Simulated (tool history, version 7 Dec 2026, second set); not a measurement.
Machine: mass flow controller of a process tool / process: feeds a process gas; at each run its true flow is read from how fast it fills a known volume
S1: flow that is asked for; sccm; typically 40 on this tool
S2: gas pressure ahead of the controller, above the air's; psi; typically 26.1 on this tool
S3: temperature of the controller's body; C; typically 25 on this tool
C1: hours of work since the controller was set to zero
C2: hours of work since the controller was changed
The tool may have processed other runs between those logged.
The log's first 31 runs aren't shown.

Run 32, day 168.792: usual settings but S1 43 sccm, S2 39.6 psi, S3 28 C; C1 3094; C2 3094. Result: true flow (%) 97.48.
Run 33, day 172.55: usual settings but S1 43 sccm, S2 22.6 psi, S3 34 C; C1 3134; C2 3134. Result: true flow (%) 96.71.
Run 34, day 177.821: usual settings but S1 98 sccm, S2 27.6 psi; C1 3190; C2 3190. Result: true flow (%) 97.32.
Run 35, day 183.95: usual settings but S1 34 sccm, S2 35.7 psi, S3 30 C; C1 3254; C2 3254. Result: true flow (%) 96.91.
Run 36, day 187.321: usual settings but S1 82 sccm, S2 38.1 psi; C1 3290; C2 3290. Result: true flow (%) 97.48.
Run 37, day 192.425: usual settings but S1 48 sccm, S2 37.1 psi, S3 22 C; C1 3344; C2 3344. Result: true flow (%) 96.75.
Run 38, day 197.65: usual settings but S1 48 sccm, S2 37.1 psi, S3 22 C; C1 3399; C2 3399. Result: true flow (%) 96.86.
At day 203.75: gauge calibrated.
Run 39, day 205.583: usual settings but S1 22 sccm, S2 33.2 psi, S3 34 C; C1 3483; C2 3483. Result: true flow (%) 99.49.
Run 40, day 209.883: usual settings but S2 27.7 psi, S3 33 C; C1 3528; C2 3528. Result: true flow (%) 99.27.
Run 41, day 213.167: usual settings but S1 34 sccm; C1 3563; C2 3563. Result: true flow (%) 98.96.
Run 42, day 217.579: usual settings but S1 34 sccm; C1 3610; C2 3610. Result: true flow (%) 98.76.
Run 43, day 224.271: usual settings but S1 59 sccm; C1 3680; C2 3680. Result: true flow (%) 99.17.
Run 44, day 228.058: usual settings but S1 59 sccm; C1 3720; C2 3720. Result: true flow (%) 98.95.
Run 45, day 235.692: usual settings but S2 31.9 psi, S3 35 C; C1 3801; C2 3801. Result: true flow (%) 99.25.
Run 46, day 243.121: usual settings but S1 82 sccm, S2 34.2 psi, S3 35 C; C1 3879; C2 3879. Result: true flow (%) 99.76.
Run 47, day 250.825: usual settings but S1 17 sccm, S2 40.2 psi, S3 30 C; C1 3961; C2 3961. Result: true flow (%) 98.98.

Predict each of these 4 candidate next runs independently; none follows another, all start after run 47:
Run A, day 256.971: usual settings but S1 11 sccm, S2 23.6 psi, S3 24 C; C1 4026; C2 4026. Result: true flow (%) ?.
Run B, day 256.971: usual settings but S1 13 sccm, S2 33.5 psi; C1 4026; C2 4026. Result: true flow (%) ?.
Run C, day 256.971: usual settings but S1 17 sccm, S2 36.5 psi, S3 26 C; C1 4026; C2 4026. Result: true flow (%) ?.
Run D, day 256.971: usual settings but S1 14 sccm; C1 4026; C2 4026. Result: true flow (%) ?.

run  true flow (%)
  A          97.96
  B          98.45
  C          98.66
  D             98
What these runs would have given with no unlogged condition in the tool:
run  true flow (%)
  A          98.71
  B          99.21
  C          99.43
  D          98.76
